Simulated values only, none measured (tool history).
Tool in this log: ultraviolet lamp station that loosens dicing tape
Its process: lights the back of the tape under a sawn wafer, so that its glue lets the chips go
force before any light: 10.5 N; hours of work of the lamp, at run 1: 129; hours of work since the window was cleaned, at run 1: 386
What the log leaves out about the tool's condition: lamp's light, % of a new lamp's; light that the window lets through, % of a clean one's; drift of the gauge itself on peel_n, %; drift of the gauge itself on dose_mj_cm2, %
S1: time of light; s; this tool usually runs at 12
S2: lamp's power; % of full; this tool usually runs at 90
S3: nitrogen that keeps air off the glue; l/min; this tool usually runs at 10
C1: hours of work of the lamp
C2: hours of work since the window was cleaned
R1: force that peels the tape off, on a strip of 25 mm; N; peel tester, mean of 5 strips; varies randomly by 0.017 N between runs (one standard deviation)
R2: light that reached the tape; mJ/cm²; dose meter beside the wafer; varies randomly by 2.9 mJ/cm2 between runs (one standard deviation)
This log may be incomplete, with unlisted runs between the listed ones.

run 1 hour=0 | S1=12 S2=90 S3=10 | C1=129 C2=386 | R1=1.032 R2=388
run 2 hour=12.7 | S1=12 S2=90 S3=5 | C1=138 C2=395 | R1=1.927 R2=388
run 3 hour=32.8 | S1=9 S2=90 S3=10 | C1=152 C2=409 | R1=1.901 R2=282
run 4 hour=52.1 | S1=19 S2=90 S3=10 | C1=166 C2=423 | R1=0.327 R2=602
run 5 hour=62.7 | S1=12 S2=90 S3=10 | C1=173 C2=430 | R1=1.052 R2=378
run 6 hour=72.7 | S1=8 S2=90 S3=10 | C1=180 C2=437 | R1=2.315 R2=253
run 7 hour=92 | S1=8 S2=90 S3=10 | C1=194 C2=451 | R1=2.341 R2=252
run 8 hour=101.8 | S1=12 S2=70 S3=10 | C1=201 C2=458 | R1=1.829 R2=290
run 9 hour=111.7 | S1=12 S2=70 S3=10 | C1=208 C2=464 | R1=1.886 R2=286
run 10 hour=127.1 | S1=12 S2=61 S3=10 | C1=218 C2=475 | R1=2.339 R2=249
run 11 hour=144.2 | S1=12 S2=90 S3=20 | C1=230 C2=487 | R1=0.663 R2=367
run 12 hour=156.9 | S1=12 S2=90 S3=10 | C1=239 C2=496 | R1=1.234 R2=366
run 13 hour=173.4 | S1=12 S2=90 S3=10 | C1=251 C2=508 | R1=1.209 R2=366
run 14 hour=192.4 | S1=12 S2=90 S3=10 | C1=264 C2=521 | R1=1.195 R2=358
-- hour=201.9 window cleaned of glue's vapour
run 15 hour=211.4 | S1=12 S2=65 S3=10 | C1=277 C2=7 | R1=2.045 R2=269
run 16 hour=229.9 | S1=12 S2=65 S3=4 | C1=290 C2=20 | R1=3.478 R2=269
run 17 hour=249.3 | S1=12 S2=65 S3=4 | C1=304 C2=33 | R1=3.639 R2=263
run 18 hour=264.8 | S1=12 S2=90 S3=10 | C1=314 C2=44 | R1=1.183 R2=367
run 19 hour=274.2 | S1=12 S2=90 S3=10 | C1=321 C2=51 | R1=1.167 R2=366
run 20 hour=287.9 | S1=12 S2=90 S3=10 | C1=331 C2=60 | R1=1.218 R2=361
run 21 hour=299.7 | S1=12 S2=90 S3=10 | C1=339 C2=69 | R1=1.228 R2=363
run 22 hour=313.8 | S1=12 S2=90 S3=10 | C1=349 C2=78 | R1=1.248 R2=358
run 23 hour=324.6 | S1=12 S2=78 S3=9 | C1=356 C2=86 | R1=1.77 R2=307
run 24 hour=342 | S1=10 S2=78 S3=7 | C1=369 C2=98 | R1=2.745 R2=259
run 25 hour=359.5 | S1=10 S2=81 S3=7 | C1=381 C2=110 | R1=2.771 R2=263
run 26 hour=375.2 | S1=12 S2=93 S3=10 | C1=392 C2=121 | R1=1.218 R2=361
run 27 hour=392 | S1=7 S2=81 S3=11 | C1=404 C2=133 | R1=3.305 R2=181
run 28 hour=401.7 | S1=7 S2=81 S3=11 | C1=410 C2=140 | R1=3.355 R2=184
run 29 hour=413 | S1=7 S2=81 S3=11 | C1=418 C2=148 | R1=3.498 R2=178
run 30 hour=427.3 | S1=7 S2=76 S3=13 | C1=428 C2=158 | R1=3.432 R2=169
run 31 hour=437.8 | S1=14 S2=77 S3=10 | C1=436 C2=165 | R1=1.389 R2=342
run 32 hour=452.8 | S1=6 S2=87 S3=6 | C1=446 C2=176 | R1=4.829 R2=161
run 33 hour=469.2 | S1=6 S2=87 S3=6 | C1=458 C2=187 | R1=4.676 R2=161
run 34 hour=479.3 | S1=21 S2=73 S3=10 | C1=465 C2=194 | R1=0.603 R2=480
run 35 hour=496.9 | S1=21 S2=73 S3=10 | C1=477 C2=207 | R1=0.654 R2=473
run 36 hour=506.1 | S1=14 S2=65 S3=9 | C1=484 C2=213 | R1=2.085 R2=279
run 37 hour=516.6 | S1=21 S2=99 S3=10 | C1=491 C2=221 | R1=0.272 R2=633
run 38 hour=527.1 | S1=21 S2=99 S3=10 | C1=498 C2=228 | R1=0.275 R2=629
run 39 hour=536 | S1=9 S2=83 S3=12 | C1=505 C2=234 | R1=2.363 R2=226
run 40 hour=552.6 | S1=12 S2=76 S3=10 | C1=516 C2=246 | R1=2.017 R2=278
run 41 hour=570.5 | S1=6 S2=90 S3=4 | C1=529 C2=258 | R1=5.233 R2=161
run 42 hour=588.1 | S1=12 S2=90 S3=9 | C1=541 C2=271 | R1=1.622 R2=325
run 43 hour=598.7 | S1=8 S2=88 S3=7 | C1=548 C2=278 | R1=3.467 R2=209
run 44 hour=617.3 | S1=23 S2=72 S3=4 | C1=562 C2=291 | R1=1.489 R2=489

What if the next run were any one of these 3? Each begins from the tool's condition after run 44:
run A hour=630.2 | S1=18 S2=76 S3=10 | C1=571 C2=300 | R1=? R2=?
run B hour=630.2 | S1=23 S2=94 S3=4 | C1=571 C2=300 | R1=? R2=?
run C hour=630.2 | S1=7 S2=72 S3=4 | C1=571 C2=300 | R1=? R2=?

run=A R1=0.955 R2=397
run=B R1=0.878 R2=636
run=C R1=5.588 R2=146
What these runs would have given with no unlogged condition in the tool:
run=A R1=0.435 R2=542
run=B R1=0.397 R2=866
run=C R1=4.499 R2=199
